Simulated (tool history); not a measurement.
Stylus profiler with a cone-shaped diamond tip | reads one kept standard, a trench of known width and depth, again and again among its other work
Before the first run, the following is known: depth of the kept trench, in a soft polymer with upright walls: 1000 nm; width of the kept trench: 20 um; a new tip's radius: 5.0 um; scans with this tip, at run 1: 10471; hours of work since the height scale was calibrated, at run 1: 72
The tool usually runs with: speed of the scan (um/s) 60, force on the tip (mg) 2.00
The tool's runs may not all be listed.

run,hour,speed of the scan (um/s),force on the tip (mg),scans with this tip,hours of work since the height scale was calibrated,depth of the trench (Å),width of the trench's floor (um)
1,0.0,60,2.00,10471,72,10148.8,11.49
2,50.7,60,2.00,10730,98,10145.9,11.50
3,94.8,60,2.00,10956,120,10149.1,11.50
4,142.2,60,2.00,11198,145,10146.5,11.38
5,198.3,60,2.00,11485,174,10147.5,11.37
6,251.5,60,2.38,11757,201,10165.0,11.30
7,308.6,70,2.38,12049,231,10165.7,11.25
8,364.7,70,2.38,12336,260,10169.4,11.16
9,399.5,70,2.38,12514,278,10162.2,11.08
10,433.9,70,2.38,12690,295,10158.7,11.06
11,467.2,78,2.00,12860,312,10147.1,11.07
12,494.0,78,2.00,12997,326,10143.9,11.05
13,525.2,78,2.00,13157,342,10145.5,11.00
14,579.8,78,2.00,13436,370,10149.9,10.98
15,625.2,78,2.00,13669,394,10147.3,10.90
16,664.7,60,1.11,13870,414,10092.8,10.87
17,699.3,60,1.11,14047,432,10091.4,10.92
18,724.2,60,1.11,14175,445,10096.5,10.82
19,762.3,60,2.00,14370,464,10143.6,10.85
20,800.4,60,2.00,14564,484,10141.6,10.80
21,838.1,60,2.00,14757,504,10142.1,10.78
22,869.8,60,2.00,14919,520,10137.4,10.77
23,916.7,60,2.00,15159,544,10140.8,10.71
24,953.6,60,2.00,15348,563,10138.1,10.69
25,980.5,70,0.91,15485,577,10080.5,10.49
26,1014.4,85,1.56,15659,594,10117.8,10.49
27,1069.2,101,1.09,15939,623,10091.4,10.34
28,1111.7,33,2.00,16156,644,10144.0,10.68
29,1167.5,33,2.00,16442,673,10141.7,10.59
30,1196.5,60,0.68,16590,688,10064.8,10.36
31,1232.2,117,1.54,16772,707,10119.0,10.24
32,1263.1,104,1.82,16931,722,10129.3,10.29
# hour 1285.7: new tip fitted, height scale calibrated
33,1300.8,104,1.82,78,8,10142.7,13.75
34,1329.6,19,1.79,224,23,10140.0,13.98
35,1361.7,19,1.79,389,39,10137.7,13.94
36,1393.4,99,2.36,551,55,10167.3,13.70
37,1444.4,99,2.36,812,82,10167.6,13.60
38,1484.7,99,2.36,1018,103,10167.9,13.60
39,1538.1,44,2.65,1291,130,10183.5,13.64
40,1574.3,44,2.65,1476,149,10180.2,13.58
41,1610.6,15,1.35,1662,167,10112.2,13.67
42,1662.6,27,1.66,1928,194,10134.5,13.60
43,1714.8,27,1.66,2194,221,10128.2,13.47
44,1772.5,27,4.06,2490,251,10236.6,13.44
45,1806.8,31,4.44,2665,269,10255.9,13.39

Here are 3 independent what-if runs from the current tool condition. What would each one return?
A,1832.9,18,4.44,2799,282,?,?
B,1832.9,76,5.41,2799,282,?,?
C,1832.9,24,3.63,2799,282,?,?

run,depth of the trench (Å),width of the trench's floor (um)
A,10250.0,13.38
B,10291.9,13.29
C,10217.5,13.39
The same runs, with their run-to-run variation unchanged, on a tool lacking any hidden condition would have given:
run,depth of the trench (Å),width of the trench's floor (um)
A,10253.1,13.93
B,10295.1,13.84
C,10220.6,13.94
